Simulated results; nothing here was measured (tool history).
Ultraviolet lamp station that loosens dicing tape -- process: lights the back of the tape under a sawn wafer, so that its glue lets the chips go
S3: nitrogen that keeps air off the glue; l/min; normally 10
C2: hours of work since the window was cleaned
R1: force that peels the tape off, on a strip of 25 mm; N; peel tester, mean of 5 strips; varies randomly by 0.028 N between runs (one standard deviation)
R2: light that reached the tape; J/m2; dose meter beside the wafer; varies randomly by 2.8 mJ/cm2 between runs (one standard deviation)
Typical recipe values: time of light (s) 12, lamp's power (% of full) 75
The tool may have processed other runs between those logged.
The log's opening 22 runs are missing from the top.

run 23 hour=245.9 | time_of_light_(s)=14 lamp's_power_(%_of_full)=93 S3=6 | hours_of_work_of_the_lamp=116 C2=93 | R1=1.1 R2=5270
run 24 hour=260.2 | time_of_light_(s)=14 lamp's_power_(%_of_full)=93 S3=6 | hours_of_work_of_the_lamp=122 C2=99 | R1=1.109 R2=5240
run 25 hour=269.4 | time_of_light_(s)=10 lamp's_power_(%_of_full)=67 S3=6 | hours_of_work_of_the_lamp=126 C2=102 | R1=3.209 R2=2700
run 26 hour=284.2 | time_of_light_(s)=13 lamp's_power_(%_of_full)=67 S3=4 | hours_of_work_of_the_lamp=132 C2=108 | R1=2.964 R2=3520
run 27 hour=295.4 | time_of_light_(s)=13 lamp's_power_(%_of_full)=67 S3=4 | hours_of_work_of_the_lamp=136 C2=113 | R1=3.078 R2=3490
run 28 hour=304.4 | time_of_light_(s)=7 lamp's_power_(%_of_full)=79 S3=9 | hours_of_work_of_the_lamp=140 C2=117 | R1=3.474 R2=2220
run 29 hour=312.7 | time_of_light_(s)=7 lamp's_power_(%_of_full)=67 S3=5 | hours_of_work_of_the_lamp=143 C2=120 | R1=5.134 R2=1860
run 30 hour=319.5 | time_of_light_(s)=7 lamp's_power_(%_of_full)=67 S3=5 | hours_of_work_of_the_lamp=146 C2=123 | R1=4.937 R2=1860
run 31 hour=331.4 | time_of_light_(s)=13 lamp's_power_(%_of_full)=68 S3=5 | hours_of_work_of_the_lamp=151 C2=128 | R1=2.683 R2=3480
run 32 hour=342.7 | time_of_light_(s)=9 lamp's_power_(%_of_full)=97 S3=10 | hours_of_work_of_the_lamp=155 C2=132 | R1=1.71 R2=3440
run 33 hour=354.7 | time_of_light_(s)=9 lamp's_power_(%_of_full)=97 S3=10 | hours_of_work_of_the_lamp=160 C2=137 | R1=1.721 R2=3390
run 34 hour=366.8 | time_of_light_(s)=9 lamp's_power_(%_of_full)=97 S3=10 | hours_of_work_of_the_lamp=165 C2=142 | R1=1.811 R2=3430
run 35 hour=378.5 | time_of_light_(s)=7 lamp's_power_(%_of_full)=88 S3=19 | hours_of_work_of_the_lamp=170 C2=147 | R1=2.263 R2=2400

Each row is a separate what-if for the run after 35, all from the same tool condition, not one after another. Results?
run A hour=385.1 | time_of_light_(s)=12 lamp's_power_(%_of_full)=86 S3=10 | hours_of_work_of_the_lamp=172 C2=149 | R1=? R2=?
run B hour=385.1 | time_of_light_(s)=12 lamp's_power_(%_of_full)=75 S3=12 | hours_of_work_of_the_lamp=172 C2=149 | R1=? R2=?
run C hour=385.1 | time_of_light_(s)=12 lamp's_power_(%_of_full)=62 S3=10 | hours_of_work_of_the_lamp=172 C2=149 | R1=? R2=?

run=A R1=1.288 R2=4080
run=B R1=1.462 R2=3520
run=C R1=2.26 R2=2940
Stripped of hidden state, with their random variation kept, the same runs would have yielded:
run=A R1=1.064 R2=4470
run=B R1=1.217 R2=3860
run=C R1=1.948 R2=3220

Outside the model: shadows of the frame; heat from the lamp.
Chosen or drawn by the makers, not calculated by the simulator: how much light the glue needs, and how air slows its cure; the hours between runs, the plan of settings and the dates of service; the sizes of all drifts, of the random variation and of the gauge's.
